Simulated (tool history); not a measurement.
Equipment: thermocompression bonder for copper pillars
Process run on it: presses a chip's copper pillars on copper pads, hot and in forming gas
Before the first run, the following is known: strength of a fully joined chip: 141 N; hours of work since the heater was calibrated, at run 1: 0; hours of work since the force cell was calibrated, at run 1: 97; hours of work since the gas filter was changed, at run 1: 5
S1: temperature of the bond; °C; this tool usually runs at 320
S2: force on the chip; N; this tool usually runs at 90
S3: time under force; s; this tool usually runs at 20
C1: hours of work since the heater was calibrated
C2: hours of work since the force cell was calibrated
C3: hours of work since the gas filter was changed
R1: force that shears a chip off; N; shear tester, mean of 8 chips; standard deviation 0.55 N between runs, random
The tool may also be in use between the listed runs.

run	hour	S1	S2	S3	C1	C2	C3	R1
1	0	320	90	20	0	97	5	71.8
2	6.3	320	90	20	5	102	10	73.2
3	15.5	320	90	20	12	109	17	72.9
4	22.8	320	91	20	17	114	22	73
5	27.6	320	91	20	21	118	26	73
6	36.6	305	90	20	27	124	33	62.5
7	44.4	305	90	20	33	130	39	62.3
8	48.7	320	77	20	36	133	42	65.6
9	57.5	320	77	20	43	140	48	65.6
10	65	320	90	34	49	146	54	86.8
11	69.4	320	90	20	52	149	57	72.2
12	78.7	320	90	20	59	156	64	72.1
13	84.6	320	90	20	63	160	69	71.8
14	92.2	314	90	20	69	166	74	68.6
15	99.3	314	90	20	74	171	80	68.3
16	103.8	314	90	20	77	175	83	67.6
17	112.4	314	90	20	84	181	89	67.9
18	121.7	320	90	20	91	188	96	72
19	130.1	320	90	20	97	194	103	71.3
20	139.2	320	90	20	104	201	109	71.1
21	148.4	300	109	52	111	208	116	89.5
22	154.7	300	109	52	115	212	121	89.8
# hour 157.6: heater calibrated with a thermocouple chip
23	164.6	349	73	11	5	218	127	65.5
24	174.1	349	73	11	12	225	134	66.8
25	178.3	310	107	23	15	229	137	74.5
26	186.1	310	107	23	21	234	143	74.7
27	192.7	320	111	26	26	239	148	86.2
28	200.2	341	111	26	32	245	153	99.5

For run 29, what comes out?
# hour 204.5: heater calibrated with a thermocouple chip, once more
29	207.8	320	78	53	3	249	158	?

R1: 89.9 N
With no hidden state in the tool, this same run would have given R1 91.5 N.
